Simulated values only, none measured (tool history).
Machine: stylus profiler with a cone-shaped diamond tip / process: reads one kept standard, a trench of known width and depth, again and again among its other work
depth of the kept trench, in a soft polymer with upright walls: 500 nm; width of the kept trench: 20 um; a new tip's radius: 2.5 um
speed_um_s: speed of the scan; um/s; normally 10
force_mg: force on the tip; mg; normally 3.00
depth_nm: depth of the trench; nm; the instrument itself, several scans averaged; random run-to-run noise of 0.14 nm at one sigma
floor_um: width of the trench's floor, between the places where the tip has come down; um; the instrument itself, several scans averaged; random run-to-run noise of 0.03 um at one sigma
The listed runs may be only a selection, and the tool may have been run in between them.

{"run": 1, "hour": 0.0, "speed_um_s": 10, "force_mg": 3.0, "depth_nm": 504.07, "floor_um": 16.86}
{"run": 2, "hour": 21.6, "speed_um_s": 10, "force_mg": 7.97, "depth_nm": 507.9, "floor_um": 16.85}
{"run": 3, "hour": 42.3, "speed_um_s": 10, "force_mg": 7.97, "depth_nm": 507.9, "floor_um": 16.87}
{"run": 4, "hour": 58.4, "speed_um_s": 10, "force_mg": 3.0, "depth_nm": 503.77, "floor_um": 16.88}
{"run": 5, "hour": 82.3, "speed_um_s": 10, "force_mg": 3.0, "depth_nm": 503.82, "floor_um": 16.8}
{"run": 6, "hour": 94.7, "speed_um_s": 10, "force_mg": 4.24, "depth_nm": 504.82, "floor_um": 16.82}
{"run": 7, "hour": 119.3, "speed_um_s": 10, "force_mg": 4.24, "depth_nm": 505.25, "floor_um": 16.77}
{"run": 8, "hour": 133.6, "speed_um_s": 10, "force_mg": 4.24, "depth_nm": 505.08, "floor_um": 16.82}
{"run": 9, "hour": 151.0, "speed_um_s": 10, "force_mg": 4.24, "depth_nm": 504.86, "floor_um": 16.77}
{"run": 10, "hour": 168.2, "speed_um_s": 7, "force_mg": 3.92, "depth_nm": 504.81, "floor_um": 16.78}
{"run": 11, "hour": 189.0, "speed_um_s": 7, "force_mg": 3.92, "depth_nm": 504.67, "floor_um": 16.8}
{"run": 12, "hour": 204.8, "speed_um_s": 7, "force_mg": 3.92, "depth_nm": 504.52, "floor_um": 16.78}
{"run": 13, "hour": 216.3, "speed_um_s": 7, "force_mg": 3.92, "depth_nm": 504.69, "floor_um": 16.77}
{"run": 14, "hour": 229.0, "speed_um_s": 7, "force_mg": 3.92, "depth_nm": 504.47, "floor_um": 16.76}
{"run": 15, "hour": 250.9, "speed_um_s": 2, "force_mg": 6.57, "depth_nm": 506.62, "floor_um": 16.77}

Alternative continuations, all from the tool just after run 15; predict every row:
{"run": "A", "hour": 272.8, "speed_um_s": 6, "force_mg": 6.57, "depth_nm": "?", "floor_um": "?"}
{"run": "B", "hour": 272.8, "speed_um_s": 2, "force_mg": 1.1, "depth_nm": "?", "floor_um": "?"}
{"run": "C", "hour": 272.8, "speed_um_s": 10, "force_mg": 1.62, "depth_nm": "?", "floor_um": "?"}

run=A depth_nm=506.52 floor_um=16.75
run=B depth_nm=501.65 floor_um=16.77
run=C depth_nm=502.29 floor_um=16.73
Without the tool's unlogged condition, the same runs would have read:
run=A depth_nm=507.05 floor_um=16.97
run=B depth_nm=502.17 floor_um=16.99
run=C depth_nm=502.82 floor_um=16.95
